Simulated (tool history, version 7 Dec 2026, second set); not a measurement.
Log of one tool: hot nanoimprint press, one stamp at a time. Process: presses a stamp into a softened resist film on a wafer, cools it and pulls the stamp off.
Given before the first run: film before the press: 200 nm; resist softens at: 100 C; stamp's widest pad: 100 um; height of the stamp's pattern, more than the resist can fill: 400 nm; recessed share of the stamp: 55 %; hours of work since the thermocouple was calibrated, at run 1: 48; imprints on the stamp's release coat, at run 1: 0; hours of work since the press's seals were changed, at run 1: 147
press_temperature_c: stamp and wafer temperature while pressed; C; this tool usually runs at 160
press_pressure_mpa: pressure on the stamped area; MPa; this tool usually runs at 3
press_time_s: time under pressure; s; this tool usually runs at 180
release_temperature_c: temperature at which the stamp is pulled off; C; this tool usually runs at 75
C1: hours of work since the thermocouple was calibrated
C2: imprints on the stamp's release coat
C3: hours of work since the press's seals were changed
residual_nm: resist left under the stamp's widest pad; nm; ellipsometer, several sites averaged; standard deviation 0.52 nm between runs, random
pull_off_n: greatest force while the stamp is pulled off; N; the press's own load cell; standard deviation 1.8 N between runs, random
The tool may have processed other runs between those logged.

Run 1, hour 0: usual settings; C1 48; C2 0; C3 147. Result: residual_nm 102.6 nm, pull_off_n 177 N.
Run 2, hour 20.5: usual settings; C1 58; C2 61; C3 157. Result: residual_nm 101.6 nm, pull_off_n 177 N.
Run 3, hour 42.2: usual settings; C1 68; C2 125; C3 167. Result: residual_nm 102.4 nm, pull_off_n 182 N.
Run 4, hour 57.1: usual settings but press_pressure_mpa 3.44 MPa; C1 75; C2 169; C3 174. Result: residual_nm 96.1 nm, pull_off_n 183 N.
Run 5, hour 72: usual settings but press_time_s 157 s; C1 81; C2 213; C3 181. Result: residual_nm 108.1 nm, pull_off_n 183 N.
At hour 76.7: plate thermocouple calibrated.
Run 6, hour 91: usual settings but press_time_s 157 s; C1 7; C2 261; C3 188. Result: residual_nm 106.2 nm, pull_off_n 186 N.
Run 7, hour 113.4: usual settings; C1 17; C2 327; C3 198. Result: residual_nm 100.5 nm, pull_off_n 189 N.
At hour 120.4: plate thermocouple calibrated, once more.
Run 8, hour 133.9: usual settings; C1 6; C2 379; C3 206. Result: residual_nm 102.6 nm, pull_off_n 194 N.
Run 9, hour 147.6: usual settings but press_temperature_c 172 C, press_pressure_mpa 3.83 MPa, press_time_s 150 s, release_temperature_c 80 C; C1 13; C2 419; C3 213. Result: residual_nm 57.4 nm, pull_off_n 176 N.
Run 10, hour 163: usual settings but press_temperature_c 172 C, press_pressure_mpa 2.31 MPa, press_time_s 238 s, release_temperature_c 71 C; C1 20; C2 465; C3 220. Result: residual_nm 60.9 nm, pull_off_n 215 N.
Run 11, hour 179: usual settings but press_temperature_c 171 C, press_time_s 93 s, release_temperature_c 79 C; C1 27; C2 512; C3 227. Result: residual_nm 81.1 nm, pull_off_n 185 N.
At hour 193.5: stamp cleaned and given a new release coat.
Run 12, hour 200.1: usual settings but release_temperature_c 78 C; C1 34; C2 20; C3 234. Result: residual_nm 103 nm, pull_off_n 165 N.
Run 13, hour 220.5: usual settings but press_pressure_mpa 3.7 MPa, press_time_s 114 s, release_temperature_c 68 C; C1 43; C2 80; C3 244. Result: residual_nm 110.3 nm, pull_off_n 205 N.
Run 14, hour 242.1: usual settings but press_temperature_c 155 C, press_pressure_mpa 4.08 MPa, release_temperature_c 65 C; C1 53; C2 144; C3 254. Result: residual_nm 113.4 nm, pull_off_n 223 N.
Run 15, hour 260.8: usual settings but press_temperature_c 155 C, press_pressure_mpa 3.05 MPa, release_temperature_c 65 C; C1 62; C2 199; C3 262. Result: residual_nm 125.2 nm, pull_off_n 222 N.
Run 16, hour 279.6: usual settings but press_temperature_c 155 C, press_pressure_mpa 2.71 MPa, release_temperature_c 65 C; C1 71; C2 255; C3 271. Result: residual_nm 129.5 nm, pull_off_n 226 N.

Each row is a separate what-if for the run after 16, all from the same tool condition, not one after another. Results?
Run A, hour 289.6: usual settings but press_temperature_c 155 C, press_pressure_mpa 4.15 MPa, press_time_s 188 s, release_temperature_c 65 C; C1 75; C2 284; C3 275. Result: residual_nm ?, pull_off_n ?.
Run B, hour 289.6: usual settings but press_temperature_c 171 C, press_pressure_mpa 3.34 MPa, release_temperature_c 62 C; C1 75; C2 284; C3 275. Result: residual_nm ?, pull_off_n ?.
Run C, hour 289.6: usual settings but press_time_s 253 s; C1 75; C2 284; C3 275. Result: residual_nm ?, pull_off_n ?.

run  residual_nm  pull_off_n
  A        109.8         226
  B         58.5         245
  C         90.4         193
With no hidden state in the tool, these same runs would have given:
run  residual_nm  pull_off_n
  A        110.9         212
  B         59.1         230
  C         91.6         181
